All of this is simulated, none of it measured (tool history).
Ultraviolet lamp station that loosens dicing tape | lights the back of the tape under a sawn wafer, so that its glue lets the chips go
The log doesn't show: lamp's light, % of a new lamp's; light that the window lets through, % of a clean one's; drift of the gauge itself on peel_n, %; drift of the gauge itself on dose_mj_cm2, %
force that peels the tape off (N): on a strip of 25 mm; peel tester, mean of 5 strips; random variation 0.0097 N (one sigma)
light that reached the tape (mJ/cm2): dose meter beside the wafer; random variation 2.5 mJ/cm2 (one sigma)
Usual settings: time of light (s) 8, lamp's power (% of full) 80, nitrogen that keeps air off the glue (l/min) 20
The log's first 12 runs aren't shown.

run,hour,time of light (s),lamp's power (% of full),nitrogen that keeps air off the glue (l/min),hours of work of the lamp,hours of work since the window was cleaned,force that peels the tape off (N),light that reached the tape (mJ/cm2)
13,467.6,8,80,20,313,476,0.606,264
14,498.6,8,80,20,329,492,0.616,265
15,526.6,8,80,20,342,505,0.646,262
16,565.1,8,80,35,361,524,0.501,260
17,617.5,8,80,35,387,550,0.51,254
# hour 637.8: window cleaned of glue's vapour
18,657.9,8,80,35,406,10,0.382,292
19,709.7,10,90,14,432,35,0.283,402
20,741.2,10,90,14,447,51,0.288,405
21,779.6,6,80,20,466,69,0.979,214
22,809.8,7,66,18,481,84,1.118,205
23,851.4,10,69,27,501,105,0.401,300
24,877.7,10,69,27,514,118,0.371,296
25,907.5,10,69,27,529,132,0.379,298
26,948.5,10,69,27,549,152,0.413,297
27,1009.6,8,80,28,579,182,0.474,274
28,1040.2,8,80,28,594,197,0.473,275
29,1101.7,8,80,28,624,227,0.513,270
30,1152.9,13,80,20,649,252,0.19,433
31,1179.6,7,80,20,662,265,0.85,228
32,1241.5,4,80,9,692,296,2.696,133
33,1298.1,4,80,9,720,324,2.693,131
34,1337.4,4,62,9,739,343,3.561,98
35,1376.5,9,80,7,758,362,0.993,290

Forecast each of these 3 alternatives for the next run:
A,1424.9,13,80,10,782,386,?,?
B,1424.9,15,67,24,782,386,?,?
C,1424.9,8,75,7,782,386,?,?

run,force that peels the tape off (N),light that reached the tape (mJ/cm2)
A,0.35,406
B,0.224,395
C,1.399,239
Without the tool's hidden state the same runs would have given:
run,force that peels the tape off (N),light that reached the tape (mJ/cm2)
A,0.212,506
B,0.153,491
C,0.939,297
